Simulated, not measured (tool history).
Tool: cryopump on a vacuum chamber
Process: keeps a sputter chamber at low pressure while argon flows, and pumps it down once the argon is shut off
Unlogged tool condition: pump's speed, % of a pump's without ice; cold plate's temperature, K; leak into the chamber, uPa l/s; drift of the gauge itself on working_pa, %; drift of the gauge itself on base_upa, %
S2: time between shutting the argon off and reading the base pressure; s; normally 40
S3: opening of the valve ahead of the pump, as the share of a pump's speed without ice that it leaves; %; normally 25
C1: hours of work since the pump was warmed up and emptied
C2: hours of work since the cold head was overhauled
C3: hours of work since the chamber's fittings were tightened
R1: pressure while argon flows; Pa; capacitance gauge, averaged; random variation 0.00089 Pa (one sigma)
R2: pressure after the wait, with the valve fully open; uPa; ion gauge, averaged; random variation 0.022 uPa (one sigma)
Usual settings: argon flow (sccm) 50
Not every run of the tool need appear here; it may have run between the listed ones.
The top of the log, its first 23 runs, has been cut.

run 24 hour=1651.1 | argon_flow_(sccm)=56 S2=54 S3=20 | C1=214 C2=1238 C3=1160 | R1=0.2617 R2=0.83
run 25 hour=1696.7 | argon_flow_(sccm)=56 S2=68 S3=20 | C1=248 C2=1272 C3=1193 | R1=0.2626 R2=0.75
run 26 hour=1755.4 | argon_flow_(sccm)=30 S2=40 S3=38 | C1=291 C2=1315 C3=1236 | R1=0.0763 R2=0.98
run 27 hour=1801.7 | argon_flow_(sccm)=36 S2=40 S3=25 | C1=325 C2=1349 C3=1270 | R1=0.1373 R2=1.01
run 28 hour=1877.1 | argon_flow_(sccm)=22 S2=25 S3=31 | C1=380 C2=1404 C3=1326 | R1=0.0687 R2=1.26
run 29 hour=1967.8 | argon_flow_(sccm)=22 S2=73 S3=17 | C1=446 C2=1471 C3=1392 | R1=0.1248 R2=0.80
run 30 hour=2042.3 | argon_flow_(sccm)=22 S2=73 S3=17 | C1=501 C2=1525 C3=1447 | R1=0.1245 R2=0.85
run 31 hour=2094.3 | argon_flow_(sccm)=29 S2=76 S3=43 | C1=539 C2=1563 C3=1485 | R1=0.0679 R2=0.90
-- hour=2158.7 leaking fittings of the chamber tightened, without venting
run 32 hour=2160.0 | argon_flow_(sccm)=49 S2=39 S3=34 | C1=586 C2=1610 C3=1 | R1=0.1442 R2=0.66
run 33 hour=2224.1 | argon_flow_(sccm)=63 S2=40 S3=32 | C1=633 C2=1657 C3=48 | R1=0.1980 R2=0.72

Branching from run 33: 5 alternative next runs. What would each branch give?
run A hour=2270.8 | argon_flow_(sccm)=50 S2=166 S3=25 | C1=667 C2=1691 C3=82 | R1=? R2=?
run B hour=2270.8 | argon_flow_(sccm)=63 S2=55 S3=32 | C1=667 C2=1691 C3=82 | R1=? R2=?
run C hour=2270.8 | argon_flow_(sccm)=36 S2=40 S3=38 | C1=667 C2=1691 C3=82 | R1=? R2=?
run D hour=2270.8 | argon_flow_(sccm)=50 S2=40 S3=18 | C1=667 C2=1691 C3=82 | R1=? R2=?
run E hour=2270.8 | argon_flow_(sccm)=63 S2=40 S3=51 | C1=667 C2=1691 C3=82 | R1=? R2=?

run=A R1=0.1981 R2=0.38
run=B R1=0.2000 R2=0.62
run=C R1=0.0972 R2=0.72
run=D R1=0.2702 R2=0.78
run=E R1=0.1310 R2=0.74
What these runs would have given with no unlogged condition in the tool:
run=A R1=0.1853 R2=0.30
run=B R1=0.1837 R2=0.53
run=C R1=0.0880 R2=0.63
run=D R1=0.2574 R2=0.69
run=E R1=0.1148 R2=0.65
